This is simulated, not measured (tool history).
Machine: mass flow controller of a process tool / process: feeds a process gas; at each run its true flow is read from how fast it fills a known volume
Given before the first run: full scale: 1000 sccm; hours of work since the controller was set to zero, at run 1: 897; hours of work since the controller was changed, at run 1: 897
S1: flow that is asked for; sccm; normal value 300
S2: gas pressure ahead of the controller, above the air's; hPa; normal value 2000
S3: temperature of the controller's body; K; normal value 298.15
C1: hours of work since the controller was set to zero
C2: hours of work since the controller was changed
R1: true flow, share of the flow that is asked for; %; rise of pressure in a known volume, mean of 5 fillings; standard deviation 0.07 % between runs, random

{"run": 1, "day": 0.0, "S1": 300, "S2": 2000, "S3": 298.15, "C1": 897, "C2": 897, "R1": 99.62}
{"run": 2, "day": 11.317, "S1": 300, "S2": 2000, "S3": 298.15, "C1": 1097, "C2": 1097, "R1": 99.78}
{"run": 3, "day": 25.975, "S1": 300, "S2": 2000, "S3": 298.15, "C1": 1357, "C2": 1357, "R1": 99.92}
{"run": 4, "day": 39.071, "S1": 300, "S2": 2000, "S3": 298.15, "C1": 1589, "C2": 1589, "R1": 99.97}
{"run": 5, "day": 51.604, "S1": 300, "S2": 2000, "S3": 298.15, "C1": 1811, "C2": 1811, "R1": 99.89}
{"run": 6, "day": 60.838, "S1": 300, "S2": 2000, "S3": 298.15, "C1": 1975, "C2": 1975, "R1": 100.07}
{"run": 7, "day": 74.317, "S1": 300, "S2": 2550, "S3": 298.15, "C1": 2214, "C2": 2214, "R1": 100.12}
{"run": 8, "day": 92.146, "S1": 300, "S2": 2550, "S3": 298.15, "C1": 2530, "C2": 2530, "R1": 100.43}
{"run": 9, "day": 101.129, "S1": 727, "S2": 2000, "S3": 298.15, "C1": 2689, "C2": 2689, "R1": 101.0}
{"run": 10, "day": 112.292, "S1": 727, "S2": 2000, "S3": 298.15, "C1": 2887, "C2": 2887, "R1": 101.14}
{"run": 11, "day": 120.158, "S1": 300, "S2": 2000, "S3": 298.15, "C1": 3026, "C2": 3026, "R1": 100.24}
{"run": 12, "day": 135.45, "S1": 300, "S2": 2000, "S3": 301.15, "C1": 3297, "C2": 3297, "R1": 100.36}
{"run": 13, "day": 149.412, "S1": 300, "S2": 2000, "S3": 298.15, "C1": 3544, "C2": 3544, "R1": 100.32}
{"run": 14, "day": 165.475, "S1": 300, "S2": 2000, "S3": 298.15, "C1": 3829, "C2": 3829, "R1": 100.34}
{"run": 15, "day": 174.396, "S1": 300, "S2": 2000, "S3": 298.15, "C1": 3987, "C2": 3987, "R1": 100.54}
{"run": 16, "day": 190.1, "S1": 300, "S2": 2000, "S3": 298.15, "C1": 4265, "C2": 4265, "R1": 100.49}
{"run": 17, "day": 199.2, "S1": 300, "S2": 2000, "S3": 298.15, "C1": 4427, "C2": 4427, "R1": 100.55}
{"run": 18, "day": 206.533, "S1": 300, "S2": 2000, "S3": 298.15, "C1": 4557, "C2": 4557, "R1": 100.48}
{"run": 19, "day": 213.783, "S1": 300, "S2": 2000, "S3": 298.15, "C1": 4685, "C2": 4685, "R1": 100.65}
{"run": 20, "day": 231.208, "S1": 670, "S2": 1740, "S3": 294.15, "C1": 4994, "C2": 4994, "R1": 101.64}
{"run": 21, "day": 247.192, "S1": 670, "S2": 1740, "S3": 294.15, "C1": 5277, "C2": 5277, "R1": 101.65}
{"run": 22, "day": 254.646, "S1": 670, "S2": 1740, "S3": 294.15, "C1": 5409, "C2": 5409, "R1": 101.79}
{"run": 23, "day": 263.467, "S1": 526, "S2": 1600, "S3": 295.15, "C1": 5566, "C2": 5566, "R1": 101.5}
{"day": 270.633, "done": "controller exchanged for a calibrated one"}
{"run": 24, "day": 270.946, "S1": 300, "S2": 2780, "S3": 298.15, "C1": 6, "C2": 6, "R1": 99.64}
{"run": 25, "day": 286.238, "S1": 520, "S2": 1410, "S3": 294.15, "C1": 277, "C2": 277, "R1": 99.3}
{"run": 26, "day": 301.971, "S1": 300, "S2": 2420, "S3": 308.15, "C1": 555, "C2": 555, "R1": 100.07}
{"run": 27, "day": 314.033, "S1": 972, "S2": 1760, "S3": 308.15, "C1": 769, "C2": 769, "R1": 100.76}
{"run": 28, "day": 331.6, "S1": 378, "S2": 1990, "S3": 295.15, "C1": 1080, "C2": 1080, "R1": 99.6}
{"run": 29, "day": 340.325, "S1": 130, "S2": 2530, "S3": 301.15, "C1": 1235, "C2": 1235, "R1": 99.08}
{"run": 30, "day": 348.55, "S1": 130, "S2": 2070, "S3": 297.15, "C1": 1381, "C2": 1381, "R1": 98.84}
{"run": 31, "day": 359.183, "S1": 300, "S2": 2020, "S3": 298.15, "C1": 1569, "C2": 1569, "R1": 99.6}
{"run": 32, "day": 367.217, "S1": 300, "S2": 2020, "S3": 298.15, "C1": 1712, "C2": 1712, "R1": 99.74}
{"run": 33, "day": 384.229, "S1": 862, "S2": 2000, "S3": 298.15, "C1": 2013, "C2": 2013, "R1": 100.64}
{"run": 34, "day": 400.375, "S1": 862, "S2": 2000, "S3": 298.15, "C1": 2299, "C2": 2299, "R1": 100.89}
{"run": 35, "day": 412.117, "S1": 212, "S2": 2000, "S3": 307.15, "C1": 2507, "C2": 2507, "R1": 99.8}
{"run": 36, "day": 426.575, "S1": 212, "S2": 2000, "S3": 307.15, "C1": 2764, "C2": 2764, "R1": 99.98}

Describe how what the log doesn't record of the tool's condition differs between the last listed run preceding each entry between runs and the first listed run following it.
Between runs 23 and 24: controller exchanged for a calibrated one (day 270.633)
  flow at rest that the sensor doesn't see, % of full scale: -0.539 -> -0.008; true flow over the shown one, %: 3.25 -> 0.04
  measured less the result without the state, R1: +2.23 -> +0.01 %
